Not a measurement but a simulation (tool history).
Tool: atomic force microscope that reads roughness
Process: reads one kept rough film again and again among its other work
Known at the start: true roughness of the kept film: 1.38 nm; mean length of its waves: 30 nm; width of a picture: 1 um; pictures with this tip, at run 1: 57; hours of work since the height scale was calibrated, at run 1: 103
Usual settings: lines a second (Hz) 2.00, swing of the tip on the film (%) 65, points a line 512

run   hour  lines a second (Hz)  swing of the tip on the film (%)  points a line  pictures with this tip  hours of work since the height scale was calibrated  roughness of the kept film (nm (root mean square))
  1    0.0                 2.00                                65            512                      57                                                  103                                               1.229
  2   39.5                 2.00                                65            512                     111                                                  128                                               1.218
  3   81.1                 2.00                                65            512                     168                                                  155                                               1.206
  4  114.8                 2.00                                74            512                     214                                                  176                                               1.141
  5  140.5                 2.00                                74            373                     249                                                  193                                               1.132
     166.4  -- new tip fitted
  6  173.9                 2.00                                74            373                      10                                                  214                                               1.171
  7  195.0                 2.00                                65            512                      39                                                  228                                               1.232
  8  220.1                 2.00                                65            512                      74                                                  244                                               1.223
  9  247.7                 2.00                                65            512                     111                                                  262                                               1.212
     251.0  -- height scale calibrated on a step standard
 10  294.5                 2.00                                65            512                     174                                                   28                                               1.206
 11  335.2                 2.00                                65            512                     230                                                   54                                               1.192
 12  357.4                 2.18                                67            350                     260                                                   68                                               1.163
     366.7  -- height scale calibrated on a step standard, once more
     374.8  -- new tip fitted
 13  390.4                 2.00                                65            653                      21                                                   15                                               1.231
 14  436.6                 2.22                                65            296                      84                                                   45                                               1.197
 15  477.2                 2.22                                65            296                     140                                                   71                                               1.191
 16  511.8                 1.75                                77            296                     187                                                   93                                               1.127
 17  538.2                 1.81                                57            600                     223                                                  110                                               1.231
     582.3  -- new tip fitted
 18  582.3                 1.81                                57            600                       0                                                  138                                               1.279
 19  630.8                 2.98                                80            594                      67                                                  169                                               1.045
 20  651.8                 0.62                                65            581                      95                                                  183                                               1.284
 21  700.0                 3.18                                65            721                     161                                                  214                                               1.158

Forecast each of these 4 alternatives for the next run:
  A  724.6                 1.67                                64            831                     195                                                  229                                                   ?
  B  724.6                 3.18                                88            914                     195                                                  229                                                   ?
  C  724.6                 2.00                                56            263                     195                                                  229                                                   ?
  D  724.6                 1.58                                65            512                     195                                                  229                                                   ?

run  roughness of the kept film (nm (root mean square))
  A                                               1.223
  B                                               0.919
  C                                               1.225
  D                                               1.224
Without the tool's hidden state the same runs would have given:
run  roughness of the kept film (nm (root mean square))
  A                                               1.260
  B                                               0.947
  C                                               1.262
  D                                               1.262
